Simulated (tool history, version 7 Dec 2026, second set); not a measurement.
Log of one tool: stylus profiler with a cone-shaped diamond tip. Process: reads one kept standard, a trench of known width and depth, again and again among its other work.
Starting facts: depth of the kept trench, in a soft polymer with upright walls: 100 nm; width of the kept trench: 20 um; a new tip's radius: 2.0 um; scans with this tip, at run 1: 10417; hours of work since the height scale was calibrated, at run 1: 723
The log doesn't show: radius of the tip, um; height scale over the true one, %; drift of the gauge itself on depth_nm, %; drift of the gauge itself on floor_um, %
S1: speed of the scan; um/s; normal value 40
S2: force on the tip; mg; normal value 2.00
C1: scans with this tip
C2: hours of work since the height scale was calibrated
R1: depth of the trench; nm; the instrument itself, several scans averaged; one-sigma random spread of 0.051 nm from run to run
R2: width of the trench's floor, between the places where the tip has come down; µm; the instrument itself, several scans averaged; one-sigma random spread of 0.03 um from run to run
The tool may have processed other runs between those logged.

{"run": 1, "hour": 0.0, "S1": 40, "S2": 2.0, "C1": 10417, "C2": 723, "R1": 101.53, "R2": 18.44}
{"run": 2, "hour": 28.7, "S1": 40, "S2": 2.0, "C1": 10714, "C2": 744, "R1": 101.48, "R2": 18.46}
{"run": 3, "hour": 63.4, "S1": 27, "S2": 2.0, "C1": 11075, "C2": 769, "R1": 101.51, "R2": 18.53}
{"run": 4, "hour": 94.8, "S1": 40, "S2": 2.0, "C1": 11400, "C2": 792, "R1": 101.49, "R2": 18.51}
{"run": 5, "hour": 121.7, "S1": 40, "S2": 2.0, "C1": 11679, "C2": 811, "R1": 101.56, "R2": 18.54}
{"run": 6, "hour": 161.6, "S1": 40, "S2": 2.0, "C1": 12093, "C2": 840, "R1": 101.5, "R2": 18.51}
{"run": 7, "hour": 192.4, "S1": 40, "S2": 2.0, "C1": 12413, "C2": 862, "R1": 101.44, "R2": 18.51}
{"run": 8, "hour": 212.9, "S1": 40, "S2": 2.0, "C1": 12625, "C2": 877, "R1": 101.54, "R2": 18.49}
{"run": 9, "hour": 253.6, "S1": 40, "S2": 2.0, "C1": 13047, "C2": 906, "R1": 101.59, "R2": 18.49}
{"hour": 275.4, "done": "height scale calibrated on a step standard"}
{"run": 10, "hour": 297.2, "S1": 34, "S2": 1.07, "C1": 13494, "C2": 16, "R1": 101.01, "R2": 18.41}
{"run": 11, "hour": 340.8, "S1": 34, "S2": 1.07, "C1": 13947, "C2": 47, "R1": 100.98, "R2": 18.43}
{"run": 12, "hour": 371.5, "S1": 13, "S2": 1.63, "C1": 14265, "C2": 69, "R1": 101.36, "R2": 18.66}
{"run": 13, "hour": 403.3, "S1": 30, "S2": 2.0, "C1": 14595, "C2": 92, "R1": 101.47, "R2": 18.54}

What does the tool deliver on the next run?
{"run": 14, "hour": 444.3, "S1": 34, "S2": 2.99, "C1": 15021, "C2": 122, "R1": "?", "R2": "?"}

Run 14 measured R1 101.93 nm, R2 18.56 µm.
Without the tool's hidden state the same run would have given R1 101.93 nm, R2 18.57 µm.
